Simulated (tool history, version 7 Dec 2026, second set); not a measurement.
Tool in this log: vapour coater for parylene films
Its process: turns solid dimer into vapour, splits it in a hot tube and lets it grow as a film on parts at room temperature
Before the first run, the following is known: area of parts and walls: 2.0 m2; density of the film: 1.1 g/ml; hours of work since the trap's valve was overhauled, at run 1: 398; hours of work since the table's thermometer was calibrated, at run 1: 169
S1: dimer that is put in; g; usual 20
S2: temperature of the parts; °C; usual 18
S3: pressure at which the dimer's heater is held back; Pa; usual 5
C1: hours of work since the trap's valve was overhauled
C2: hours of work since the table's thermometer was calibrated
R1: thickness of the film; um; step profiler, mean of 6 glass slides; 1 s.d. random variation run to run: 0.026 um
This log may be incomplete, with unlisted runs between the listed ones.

{"run": 1, "hour": 0.0, "S1": 20, "S2": 18, "S3": 5, "C1": 398, "C2": 169, "R1": 4.38}
{"run": 2, "hour": 14.7, "S1": 20, "S2": 18, "S3": 5, "C1": 409, "C2": 180, "R1": 4.42}
{"run": 3, "hour": 24.7, "S1": 20, "S2": 18, "S3": 5, "C1": 417, "C2": 188, "R1": 4.44}
{"run": 4, "hour": 39.9, "S1": 20, "S2": 18, "S3": 5, "C1": 428, "C2": 200, "R1": 4.43}
{"run": 5, "hour": 52.5, "S1": 20, "S2": 14, "S3": 5, "C1": 438, "C2": 209, "R1": 4.79}
{"run": 6, "hour": 60.9, "S1": 20, "S2": 14, "S3": 5, "C1": 444, "C2": 216, "R1": 4.75}
{"run": 7, "hour": 78.2, "S1": 20, "S2": 14, "S3": 5, "C1": 457, "C2": 229, "R1": 4.79}
{"run": 8, "hour": 89.3, "S1": 20, "S2": 18, "S3": 5.32, "C1": 466, "C2": 237, "R1": 4.41}
{"run": 9, "hour": 106.5, "S1": 20, "S2": 18, "S3": 5.32, "C1": 479, "C2": 250, "R1": 4.42}
{"run": 10, "hour": 122.8, "S1": 20, "S2": 18, "S3": 5.32, "C1": 491, "C2": 263, "R1": 4.5}
{"run": 11, "hour": 132.9, "S1": 20, "S2": 18, "S3": 5.32, "C1": 499, "C2": 270, "R1": 4.44}
{"run": 12, "hour": 145.7, "S1": 20, "S2": 10, "S3": 5.32, "C1": 509, "C2": 280, "R1": 5.11}
{"run": 13, "hour": 160.4, "S1": 20, "S2": 18, "S3": 5, "C1": 520, "C2": 291, "R1": 4.43}
{"run": 14, "hour": 177.4, "S1": 20, "S2": 18, "S3": 5, "C1": 533, "C2": 304, "R1": 4.42}
{"run": 15, "hour": 194.4, "S1": 20, "S2": 18, "S3": 5, "C1": 546, "C2": 317, "R1": 4.43}
{"run": 16, "hour": 207.0, "S1": 20, "S2": 18, "S3": 5, "C1": 556, "C2": 327, "R1": 4.46}
{"run": 17, "hour": 222.0, "S1": 20, "S2": 18, "S3": 5, "C1": 567, "C2": 338, "R1": 4.42}
{"run": 18, "hour": 237.4, "S1": 20, "S2": 12, "S3": 5, "C1": 579, "C2": 350, "R1": 4.93}
{"run": 19, "hour": 248.1, "S1": 20, "S2": 18, "S3": 5, "C1": 587, "C2": 358, "R1": 4.43}
{"run": 20, "hour": 255.8, "S1": 20, "S2": 23, "S3": 5, "C1": 593, "C2": 364, "R1": 4.07}
{"run": 21, "hour": 268.7, "S1": 20, "S2": 23, "S3": 5, "C1": 603, "C2": 374, "R1": 4.1}
{"run": 22, "hour": 280.7, "S1": 20, "S2": 23, "S3": 5, "C1": 612, "C2": 383, "R1": 4.08}
{"run": 23, "hour": 291.6, "S1": 20, "S2": 23, "S3": 5, "C1": 620, "C2": 392, "R1": 4.03}
{"run": 24, "hour": 307.8, "S1": 20, "S2": 23, "S3": 5, "C1": 632, "C2": 404, "R1": 4.05}
{"run": 25, "hour": 316.8, "S1": 20, "S2": 15, "S3": 5, "C1": 639, "C2": 411, "R1": 4.66}
{"run": 26, "hour": 329.0, "S1": 16, "S2": 27, "S3": 5, "C1": 649, "C2": 420, "R1": 3.04}
{"run": 27, "hour": 339.9, "S1": 14, "S2": 12, "S3": 3.03, "C1": 657, "C2": 428, "R1": 3.56}
{"run": 28, "hour": 353.3, "S1": 13, "S2": 18, "S3": 5, "C1": 667, "C2": 439, "R1": 2.85}
{"run": 29, "hour": 362.9, "S1": 13, "S2": 13, "S3": 6.16, "C1": 674, "C2": 446, "R1": 3.12}
{"run": 30, "hour": 371.9, "S1": 13, "S2": 13, "S3": 6.16, "C1": 681, "C2": 453, "R1": 3.09}
{"run": 31, "hour": 379.8, "S1": 13, "S2": 13, "S3": 3.57, "C1": 687, "C2": 459, "R1": 3.19}
{"run": 32, "hour": 387.4, "S1": 23, "S2": 18, "S3": 4.95, "C1": 693, "C2": 465, "R1": 5.11}
{"hour": 392.2, "done": "trap's valve overhauled"}
{"run": 33, "hour": 406.9, "S1": 23, "S2": 18, "S3": 4.95, "C1": 11, "C2": 476, "R1": 5.11}
{"run": 34, "hour": 420.3, "S1": 11, "S2": 29, "S3": 9.35, "C1": 21, "C2": 487, "R1": 1.95}
{"run": 35, "hour": 432.5, "S1": 19, "S2": 14, "S3": 10.02, "C1": 31, "C2": 496, "R1": 4.33}
{"run": 36, "hour": 444.9, "S1": 19, "S2": 18, "S3": 6.29, "C1": 40, "C2": 505, "R1": 4.2}
{"run": 37, "hour": 457.2, "S1": 19, "S2": 18, "S3": 6.29, "C1": 50, "C2": 515, "R1": 4.16}
{"run": 38, "hour": 466.1, "S1": 19, "S2": 18, "S3": 6.29, "C1": 56, "C2": 522, "R1": 4.16}
{"run": 39, "hour": 481.4, "S1": 20, "S2": 23, "S3": 5, "C1": 68, "C2": 533, "R1": 4.09}
{"run": 40, "hour": 492.9, "S1": 20, "S2": 23, "S3": 5, "C1": 77, "C2": 542, "R1": 4.06}
{"run": 41, "hour": 504.3, "S1": 18, "S2": 11, "S3": 2.49, "C1": 85, "C2": 551, "R1": 4.7}
{"run": 42, "hour": 512.7, "S1": 20, "S2": 18, "S3": 4.47, "C1": 92, "C2": 557, "R1": 4.53}
{"run": 43, "hour": 520.6, "S1": 12, "S2": 18, "S3": 5, "C1": 98, "C2": 563, "R1": 2.69}
{"run": 44, "hour": 537.7, "S1": 10, "S2": 17, "S3": 4.3, "C1": 111, "C2": 576, "R1": 2.29}
{"run": 45, "hour": 547.9, "S1": 35, "S2": 20, "S3": 5.97, "C1": 119, "C2": 584, "R1": 7.45}
{"run": 46, "hour": 557.2, "S1": 10, "S2": 16, "S3": 5, "C1": 126, "C2": 591, "R1": 2.32}
{"run": 47, "hour": 569.1, "S1": 8, "S2": 12, "S3": 4.88, "C1": 135, "C2": 600, "R1": 1.97}

Hidden state at the last listed run before each entry between runs and at the first one after, where it differs:
After run 32, before run 33: trap's valve overhauled (hour 392.2)
  vapour lost through the trap's worn valve, %: 0.4 -> 0
  the result without the hidden state subtracted from the measured one, R1: -0.03 -> -0.01 um

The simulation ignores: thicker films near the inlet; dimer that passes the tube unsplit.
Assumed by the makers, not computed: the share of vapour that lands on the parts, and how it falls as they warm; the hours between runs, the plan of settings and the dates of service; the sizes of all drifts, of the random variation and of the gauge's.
